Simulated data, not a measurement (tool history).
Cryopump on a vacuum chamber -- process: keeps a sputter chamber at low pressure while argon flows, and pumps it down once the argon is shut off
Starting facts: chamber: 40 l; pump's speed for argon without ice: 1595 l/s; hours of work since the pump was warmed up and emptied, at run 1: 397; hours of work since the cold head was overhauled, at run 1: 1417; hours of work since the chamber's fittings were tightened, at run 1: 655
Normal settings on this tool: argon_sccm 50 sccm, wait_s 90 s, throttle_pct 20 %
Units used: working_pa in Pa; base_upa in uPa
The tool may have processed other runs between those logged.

run	day	argon_sccm	wait_s	throttle_pct	hours of work since the pump was warmed up and emptied	hours of work since the cold head was overhauled	hours of work since the chamber's fittings were tightened	working_pa	base_upa
1	0	50	90	20	397	1417	655	0.2689	1.04
2	3.462	50	90	49	459	1479	717	0.113	1.07
3	6.867	50	90	49	519	1540	778	0.1152	1.06
4	9.225	50	90	45	562	1583	820	0.1263	1.17
5	10.958	50	90	20	593	1614	851	0.2725	1.14
6	14.688	50	90	20	660	1680	918	0.2742	1.21
7	16.638	50	90	23	694	1715	953	0.2412	1.27
8	19.579	50	90	20	747	1768	1005	0.273	1.3
9	22.821	50	90	20	805	1826	1064	0.2745	1.34
10	26.175	50	90	20	865	1886	1124	0.2768	1.38
11	28.538	50	90	20	908	1928	1166	0.2771	1.38
12	32.446	29	163	56	978	1998	1236	0.0623	1.25

Estimate the outcome of run 13 from the log above:
# day 34.458: pump warmed up, emptied and cooled again
13	35.483	29	163	56	18	2049	1286	?	?

working_pa: 0.0557 Pa
base_upa: 1.12 uPa
Were there no unlogged condition in the tool, this run, its random variation unchanged, would have produced working_pa 0.0547 Pa, base_upa 0.42 uPa.
